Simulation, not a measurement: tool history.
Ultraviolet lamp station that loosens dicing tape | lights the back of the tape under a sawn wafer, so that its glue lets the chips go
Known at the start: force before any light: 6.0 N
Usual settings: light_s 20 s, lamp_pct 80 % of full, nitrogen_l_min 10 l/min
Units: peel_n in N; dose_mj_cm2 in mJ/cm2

run,day,light_s,lamp_pct,nitrogen_l_min,peel_n,dose_mj_cm2
1,0,20,80,10,0.94,342
2,0.3,20,80,10,0.936,340
3,0.7,20,80,10,0.938,339
4,1.038,20,80,10,0.919,336
5,1.671,20,80,10,0.958,334
6,2.158,20,80,16,0.757,327
7,2.8,19,80,10,1.077,317
8,3.146,19,80,10,1.094,311
# day 3.217: window cleaned of glue's vapour
9,3.529,19,80,10,1.09,308
10,4.129,19,80,10,1.105,306
11,4.804,20,64,10,1.482,250
12,5.296,20,86,3,1.761,334
13,5.608,32,86,3,0.901,535
14,6.071,10,80,19,2.048,155
15,6.696,14,73,17,1.586,193
16,7.067,14,61,17,2.072,163
17,7.388,25,61,6,1.555,287
# day 7.446: window cleaned of glue's vapour, once more
18,7.912,12,61,3,3.485,152
19,8.5,12,61,3,3.489,149
20,9.212,14,84,3,2.55,238
21,9.554,19,84,16,0.818,319

5 ways to go on from here, each from the tool as it stands after run 21. What would each give?
A,9.962,14,88,14,?,?
B,9.962,19,80,10,?,?
C,9.962,10,65,4,?,?
D,9.962,22,63,6,?,?
E,9.962,19,81,12,?,?

run,peel_n,dose_mj_cm2
A,1.291,244
B,1.114,307
C,3.426,130
D,1.626,276
E,0.995,308
Without the tool's hidden state the same runs would have given:
run,peel_n,dose_mj_cm2
A,0.944,299
B,0.799,375
C,3.041,160
D,1.239,338
E,0.704,376
